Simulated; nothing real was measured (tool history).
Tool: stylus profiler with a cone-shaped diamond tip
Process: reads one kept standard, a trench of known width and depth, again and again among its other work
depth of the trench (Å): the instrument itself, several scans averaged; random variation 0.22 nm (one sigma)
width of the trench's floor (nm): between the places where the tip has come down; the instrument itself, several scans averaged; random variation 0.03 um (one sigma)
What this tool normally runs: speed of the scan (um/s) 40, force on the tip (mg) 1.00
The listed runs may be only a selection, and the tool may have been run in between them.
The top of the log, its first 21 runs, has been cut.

run	hour	speed of the scan (um/s)	force on the tip (mg)	scans with this tip	hours of work since the height scale was calibrated	depth of the trench (Å)	width of the trench's floor (nm)
22	298.0	47	1.41	1934	140	10051.0	45880
23	313.7	76	0.67	2080	151	10031.9	45510
24	328.8	76	0.67	2222	161	10030.7	45500
25	347.0	76	0.67	2392	173	10026.4	45450
26	361.6	40	2.72	2529	183	10076.0	45770
27	371.4	40	2.72	2621	190	10073.9	45820
28	384.0	53	0.48	2738	198	10023.4	45450
29	396.5	53	0.48	2855	207	10019.3	45470

Estimate the outcome of run 30 from the log above:
30	409.4	41	1.00	2975	215	?	?

depth of the trench (Å): 10040.0
width of the trench's floor (nm): 45610
Take away the tool's hidden state, keep the run-to-run variation as it was, and the same run would have given depth of the trench (Å) 10043.5, width of the trench's floor (nm) 46310.

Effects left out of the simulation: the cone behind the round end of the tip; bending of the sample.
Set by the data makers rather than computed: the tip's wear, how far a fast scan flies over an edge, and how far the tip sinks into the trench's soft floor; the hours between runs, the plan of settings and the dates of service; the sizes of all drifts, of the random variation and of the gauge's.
